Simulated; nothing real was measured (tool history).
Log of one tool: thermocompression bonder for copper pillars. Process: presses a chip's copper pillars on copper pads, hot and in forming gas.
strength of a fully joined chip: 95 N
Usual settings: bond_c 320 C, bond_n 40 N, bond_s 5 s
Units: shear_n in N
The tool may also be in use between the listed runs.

run	day	bond_c	bond_n	bond_s	shear_n
1	0.000	320	40	5	45.3
2	0.950	320	40	5	45.9
# day 1.596: forming gas filter changed
3	3.200	320	40	5	48.1
4	5.200	320	40	5	46.6
5	6.575	320	40	5	45.5
6	8.029	320	40	5	44.7
# day 8.579: forming gas filter changed
7	9.212	320	40	5	47.2
8	11.054	320	40	5	47.8
9	12.812	301	40	5	36.3
10	14.517	301	40	5	36.5
# day 15.604: forming gas filter changed
11	16.425	301	40	5	37.2
12	18.200	301	40	5	37.1
13	19.496	301	40	5	35.6
14	20.742	334	40	5	50.6
15	22.117	320	40	5	43.6
# day 22.721: force cell calibrated
# day 22.742: forming gas filter changed
16	23.650	291	40	5	33.9
17	25.308	320	40	5	47.4
18	26.421	320	40	5	47.0
19	27.800	320	40	5	46.4
20	28.812	320	40	5	45.3
# day 29.775: forming gas filter changed
21	30.829	320	37	6	46.8
22	33.133	320	37	6	45.2
23	34.800	320	37	6	44.9
24	36.300	301	40	13	50.1
# day 36.867: forming gas filter changed
25	38.512	320	25	5	31.9
26	39.783	320	34	4	36.8
27	41.788	323	47	5	50.0
28	43.483	349	27	6	45.6
# day 43.983: forming gas filter changed
29	45.762	318	49	3	43.7
30	47.346	330	49	3	46.8
31	49.138	330	49	3	46.6
32	50.217	300	40	4	31.1
# day 51.021: forming gas filter changed
33	52.362	296	28	5	24.8
34	54.625	296	28	5	22.4
35	56.775	309	39	7	41.5
# day 58.071: heater calibrated with a thermocouple chip
# day 58.092: forming gas filter changed
36	58.775	320	27	3	29.9
37	60.021	321	40	5	50.0
38	61.646	336	33	4	47.3
39	63.379	296	27	15	39.2
40	64.558	346	28	11	57.9

3 ways to go on from here, each from the tool as it stands after run 40. What would each give?
# day 65.208: forming gas filter changed
A	65.662	336	30	14	?
# day 65.208: forming gas filter changed
B	65.662	320	28	5	?
# day 65.208: forming gas filter changed
C	65.662	320	40	3	?

run	shear_n
A	64.7
B	37.8
C	41.0
Without the tool's hidden state the same runs would have given:
run	shear_n
A	67.4
B	40.1
C	43.4
